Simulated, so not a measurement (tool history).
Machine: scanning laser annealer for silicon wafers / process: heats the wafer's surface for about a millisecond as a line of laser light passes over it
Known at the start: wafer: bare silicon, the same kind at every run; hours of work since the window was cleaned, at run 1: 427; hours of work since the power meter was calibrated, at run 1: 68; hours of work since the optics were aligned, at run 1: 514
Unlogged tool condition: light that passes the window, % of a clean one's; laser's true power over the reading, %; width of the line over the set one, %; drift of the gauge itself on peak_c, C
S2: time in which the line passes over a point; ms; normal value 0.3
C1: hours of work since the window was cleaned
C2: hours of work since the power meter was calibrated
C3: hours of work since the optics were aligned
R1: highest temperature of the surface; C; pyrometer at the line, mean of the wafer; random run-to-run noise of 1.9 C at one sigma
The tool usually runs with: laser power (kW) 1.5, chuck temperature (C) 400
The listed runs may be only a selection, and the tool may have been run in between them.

Run 1, hour 0: usual settings; C1 427; C2 68; C3 514. Result: R1 1175 C.
Run 2, hour 10.2: usual settings; C1 435; C2 76; C3 521. Result: R1 1174 C.
Run 3, hour 19.4: usual settings but chuck temperature (C) 419; C1 442; C2 83; C3 528. Result: R1 1193 C.
Run 4, hour 25.4: usual settings but chuck temperature (C) 419; C1 446; C2 87; C3 533. Result: R1 1192 C.
Run 5, hour 34.5: usual settings but chuck temperature (C) 403; C1 453; C2 94; C3 540. Result: R1 1176 C.
Run 6, hour 41.7: usual settings but chuck temperature (C) 403; C1 459; C2 100; C3 545. Result: R1 1177 C.
Run 7, hour 49.6: usual settings; C1 465; C2 106; C3 551. Result: R1 1174 C.
Run 8, hour 57.3: usual settings but S2 0.374 ms; C1 471; C2 112; C3 557. Result: R1 1248 C.
Run 9, hour 63.1: usual settings but S2 0.374 ms; C1 475; C2 116; C3 562. Result: R1 1248 C.
Run 10, hour 72.1: usual settings but S2 0.374 ms; C1 482; C2 123; C3 569. Result: R1 1250 C.
Run 11, hour 79.2: usual settings but S2 0.374 ms; C1 487; C2 128; C3 574. Result: R1 1246 C.
Run 12, hour 86.9: usual settings; C1 493; C2 134; C3 580. Result: R1 1170 C.
Run 13, hour 98.6: usual settings but chuck temperature (C) 371; C1 502; C2 143; C3 589. Result: R1 1141 C.
Run 14, hour 109.4: usual settings but chuck temperature (C) 371; C1 510; C2 151; C3 597. Result: R1 1140 C.
Run 15, hour 115.7: usual settings; C1 515; C2 156; C3 602. Result: R1 1166 C.
Run 16, hour 121.1: usual settings; C1 519; C2 160; C3 606. Result: R1 1169 C.
Run 17, hour 132.1: usual settings but S2 0.222 ms, chuck temperature (C) 372; C1 528; C2 168; C3 614. Result: R1 1046 C.
Run 18, hour 141: usual settings but S2 0.331 ms, chuck temperature (C) 372; C1 534; C2 175; C3 621. Result: R1 1172 C.
Run 19, hour 151.8: usual settings but laser power (kW) 1.543, S2 0.283 ms, chuck temperature (C) 433; C1 543; C2 184; C3 629. Result: R1 1202 C.
Run 20, hour 163.4: usual settings but S2 0.358 ms, chuck temperature (C) 367; C1 551; C2 192; C3 638. Result: R1 1192 C.
Run 21, hour 175.1: usual settings but laser power (kW) 1.415, S2 0.254 ms, chuck temperature (C) 373; C1 560; C2 201; C3 647. Result: R1 1040 C.
Run 22, hour 186.8: usual settings but laser power (kW) 1.413, S2 0.251 ms, chuck temperature (C) 373; C1 569; C2 210; C3 656. Result: R1 1039 C.
Run 23, hour 193.8: usual settings but laser power (kW) 1.413, S2 0.251 ms, chuck temperature (C) 373; C1 575; C2 215; C3 661. Result: R1 1042 C.
Run 24, hour 205.7: usual settings but laser power (kW) 1.413, S2 0.251 ms, chuck temperature (C) 373; C1 584; C2 225; C3 670. Result: R1 1035 C.
At hour 219: window over the wafer cleaned.
Run 25, hour 219.5: usual settings but laser power (kW) 1.275, S2 0.33 ms, chuck temperature (C) 432; C1 0; C2 234; C3 679. Result: R1 1125 C.
Run 26, hour 228.4: usual settings but laser power (kW) 1.275, S2 0.363 ms, chuck temperature (C) 432; C1 7; C2 240; C3 686. Result: R1 1153 C.
Run 27, hour 238.8: usual settings but S2 0.238 ms; C1 15; C2 248; C3 694. Result: R1 1113 C.
Run 28, hour 246.4: usual settings but laser power (kW) 1.376, chuck temperature (C) 368; C1 21; C2 254; C3 700. Result: R1 1087 C.
Run 29, hour 251.8: usual settings but laser power (kW) 1.376, chuck temperature (C) 368; C1 25; C2 258; C3 704. Result: R1 1088 C.
Run 30, hour 259.2: usual settings but laser power (kW) 1.376, S2 0.377 ms, chuck temperature (C) 371; C1 31; C2 264; C3 709. Result: R1 1165 C.

Branching from run 30: 5 alternative next runs. What would each branch give?
Run A, hour 268.1: usual settings but chuck temperature (C) 378; C1 37; C2 271; C3 716. Result: R1 ?.
Run B, hour 268.1: usual settings but laser power (kW) 1.376, S2 0.377 ms, chuck temperature (C) 436; C1 37; C2 271; C3 716. Result: R1 ?.
Run C, hour 268.1: usual settings but laser power (kW) 1.383, S2 0.377 ms, chuck temperature (C) 409; C1 37; C2 271; C3 716. Result: R1 ?.
Run D, hour 268.1: usual settings but laser power (kW) 1.376, S2 0.345 ms, chuck temperature (C) 371; C1 37; C2 271; C3 716. Result: R1 ?.
Run E, hour 268.1: usual settings but laser power (kW) 1.502, S2 0.224 ms, chuck temperature (C) 392; C1 37; C2 271; C3 716. Result: R1 ?.

run    R1
  A  1165
  B  1230
  C  1207
  D  1131
  E  1087
What these runs would have given with no unlogged condition in the tool:
run    R1
  A  1187
  B  1252
  C  1229
  D  1152
  E  1107
